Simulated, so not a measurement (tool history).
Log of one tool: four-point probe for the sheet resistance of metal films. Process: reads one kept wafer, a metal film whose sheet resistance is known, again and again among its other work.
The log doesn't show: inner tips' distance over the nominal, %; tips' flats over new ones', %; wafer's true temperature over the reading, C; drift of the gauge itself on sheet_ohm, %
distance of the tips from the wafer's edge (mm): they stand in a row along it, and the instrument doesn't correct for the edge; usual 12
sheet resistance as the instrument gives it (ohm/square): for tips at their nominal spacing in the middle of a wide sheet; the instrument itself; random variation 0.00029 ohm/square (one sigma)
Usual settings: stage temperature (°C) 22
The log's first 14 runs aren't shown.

| run | hour | stage temperature (°C) | distance of the tips from the wafer's edge (mm) | touches since the probe head was changed | hours of work since the stage's thermometer was calibrated | sheet resistance as the instrument gives it (ohm/square) |
|---|---|---|---|---|---|---|
| 15 | 226.7 | 21 | 11 | 76039 | 494 | 1.452758 |
| 16 | 237.7 | 21 | 11 | 76564 | 500 | 1.452163 |
| 17 | 261.5 | 22 | 12 | 77705 | 514 | 1.450893 |
| 18 | 271.9 | 22 | 12 | 78203 | 520 | 1.451211 |
| 19 | 282.3 | 22 | 6 | 78700 | 526 | 1.476462 |
| 20 | 304.4 | 29 | 19 | 79759 | 539 | 1.445212 |
| 21 | 322.5 | 29 | 19 | 80622 | 550 | 1.445009 |
| 22 | 337.8 | 31 | 12 | 81357 | 559 | 1.450110 |
| 23 | 353.9 | 20 | 23 | 82126 | 568 | 1.444106 |
| 24 | 364.8 | 25 | 18 | 82650 | 574 | 1.445104 |
|  | 367.4 | stage's thermometer calibrated |
| 25 | 385.5 | 31 | 25 | 83615 | 11 | 1.443330 |
| 26 | 396.3 | 30 | 25 | 84131 | 17 | 1.443901 |
|  | 415.5 | stage's thermometer calibrated, once more |
| 27 | 416.4 | 21 | 34 | 85068 | 1 | 1.442457 |
| 28 | 432.5 | 22 | 6 | 85838 | 10 | 1.475508 |
| 29 | 453.7 | 34 | 9 | 86856 | 22 | 1.455428 |
| 30 | 467.0 | 34 | 13 | 87492 | 30 | 1.447771 |
| 31 | 486.1 | 25 | 3 | 88406 | 41 | 1.566523 |
| 32 | 501.4 | 31 | 3 | 89137 | 50 | 1.566238 |
| 33 | 523.9 | 31 | 3 | 90211 | 63 | 1.566298 |
| 34 | 538.0 | 31 | 3 | 90888 | 71 | 1.565536 |
| 35 | 551.2 | 20 | 4 | 91521 | 79 | 1.514984 |
| 36 | 574.6 | 27 | 5 | 92638 | 93 | 1.489332 |

3 ways to go on from here, each from the tool as it stands after run 36. What would each give?
| A | 587.2 | 19 | 4 | 93245 | 100 | ? |
| B | 587.2 | 30 | 11 | 93245 | 100 | ? |
| C | 587.2 | 20 | 4 | 93245 | 100 | ? |

| run | sheet resistance as the instrument gives it (ohm/square) |
|---|---|
| A | 1.514574 |
| B | 1.450183 |
| C | 1.514660 |
Without the tool's hidden state the same runs would have given:
| run | sheet resistance as the instrument gives it (ohm/square) |
|---|---|
| A | 1.516154 |
| B | 1.451713 |
| C | 1.516241 |
